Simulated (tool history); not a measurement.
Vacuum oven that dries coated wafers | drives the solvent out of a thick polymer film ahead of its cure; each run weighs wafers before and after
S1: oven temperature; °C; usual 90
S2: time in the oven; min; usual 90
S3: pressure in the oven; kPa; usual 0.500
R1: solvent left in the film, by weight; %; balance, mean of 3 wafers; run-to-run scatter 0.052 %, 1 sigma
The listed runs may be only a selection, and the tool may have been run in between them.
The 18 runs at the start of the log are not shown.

run,hour,S1,S2,S3,R1
# hour 682.6: oven's thermocouples calibrated
19,717.9,79,161,0.284,1.27
20,743.0,83,161,1.562,2.29
21,802.7,83,161,0.259,0.81
22,851.8,86,100,0.281,1.29
23,895.0,86,100,0.281,1.32
24,941.6,97,73,0.393,0.67
25,1002.9,104,125,0.921,0.65
# hour 1034.7: oven's thermocouples calibrated, once more
26,1041.5,81,149,0.500,2.08
27,1088.8,89,78,0.336,2.07
28,1144.3,89,78,0.336,2.13
29,1170.5,97,80,0.500,1.04
30,1207.9,97,94,0.379,0.74
31,1259.1,97,94,0.379,0.85

Branching from run 31: 4 alternative next runs. What would each branch give?
A,1288.0,102,146,0.880,?
B,1288.0,78,90,0.500,?
C,1288.0,90,57,0.500,?
D,1288.0,104,90,0.431,?

run,R1
A,0.89
B,4.44
C,3.04
D,0.61
With no hidden state in the tool, these same runs would have given:
run,R1
A,0.59
B,4.01
C,2.75
D,0.34
